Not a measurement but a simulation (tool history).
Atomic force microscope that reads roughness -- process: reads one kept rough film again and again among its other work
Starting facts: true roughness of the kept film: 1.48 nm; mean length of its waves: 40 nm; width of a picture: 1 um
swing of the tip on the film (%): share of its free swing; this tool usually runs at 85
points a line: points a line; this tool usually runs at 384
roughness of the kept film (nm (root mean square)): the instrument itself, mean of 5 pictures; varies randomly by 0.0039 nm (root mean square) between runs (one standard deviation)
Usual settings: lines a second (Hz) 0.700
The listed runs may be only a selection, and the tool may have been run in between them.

run	hour	lines a second (Hz)	swing of the tip on the film (%)	points a line	roughness of the kept film (nm (root mean square))
1	0.0	0.700	85	384	1.369
2	4.5	1.709	85	384	1.310
3	9.5	1.709	85	384	1.312
4	17.7	0.700	85	384	1.377
5	24.1	0.700	85	384	1.371
6	31.7	0.700	85	384	1.371
7	38.9	0.700	85	384	1.370
8	44.6	0.700	85	434	1.368
9	54.5	0.700	85	434	1.365
# hour 57.8: new tip fitted
10	59.4	0.700	85	434	1.380
11	69.3	0.700	85	434	1.372
12	77.2	0.700	85	434	1.381
13	85.4	0.700	85	434	1.371
14	95.0	0.778	85	384	1.375
15	99.1	0.778	85	384	1.374
16	107.5	0.778	85	384	1.372
17	116.8	1.772	85	384	1.307
18	121.1	0.700	85	384	1.379
19	128.0	0.700	85	384	1.373
20	136.8	0.700	85	384	1.372
21	143.9	0.700	85	384	1.375
22	148.2	0.700	85	384	1.377
23	155.9	3.561	85	384	1.213
24	163.2	0.700	85	384	1.370
25	167.4	0.700	85	384	1.371
26	174.1	0.700	85	384	1.378
27	179.3	0.700	56	384	1.410
28	188.4	0.700	56	384	1.403
29	195.9	1.628	56	316	1.390
30	202.8	1.628	70	345	1.363
31	211.0	3.666	85	373	1.205
32	216.0	1.881	85	384	1.298
33	221.3	1.881	85	384	1.303
34	226.4	0.900	85	326	1.355
35	233.2	1.056	71	326	1.379
36	242.8	1.056	71	1003	1.392
37	249.0	0.542	87	263	1.372
# hour 254.8: new tip fitted
38	255.5	0.636	62	294	1.406
39	261.3	0.597	67	475	1.406
40	269.1	2.285	73	272	1.336
41	275.1	2.285	73	272	1.336
42	282.7	0.745	75	532	1.393
43	286.9	0.700	62	408	1.409
44	291.2	0.700	64	727	1.412
45	297.1	0.753	85	413	1.375
46	305.2	0.753	61	425	1.412
47	314.7	0.753	61	425	1.408
48	321.5	1.367	85	801	1.338
49	331.2	0.700	67	293	1.405
50	335.2	1.456	60	603	1.401
51	339.8	1.114	80	441	1.369
52	343.8	1.290	80	441	1.362
53	349.7	0.700	85	360	1.376

Consider 4 possible next runs. They are alternatives, not a sequence: every one starts from the tool as it was left by run 53. What does each give?
A	357.5	0.560	85	667	?
B	357.5	0.870	85	360	?
C	357.5	1.311	72	459	?
D	357.5	2.082	73	360	?

run	roughness of the kept film (nm (root mean square))
A	1.383
B	1.364
C	1.385
D	1.344
What these runs would have given with no unlogged condition in the tool:
run	roughness of the kept film (nm (root mean square))
A	1.386
B	1.367
C	1.388
D	1.346

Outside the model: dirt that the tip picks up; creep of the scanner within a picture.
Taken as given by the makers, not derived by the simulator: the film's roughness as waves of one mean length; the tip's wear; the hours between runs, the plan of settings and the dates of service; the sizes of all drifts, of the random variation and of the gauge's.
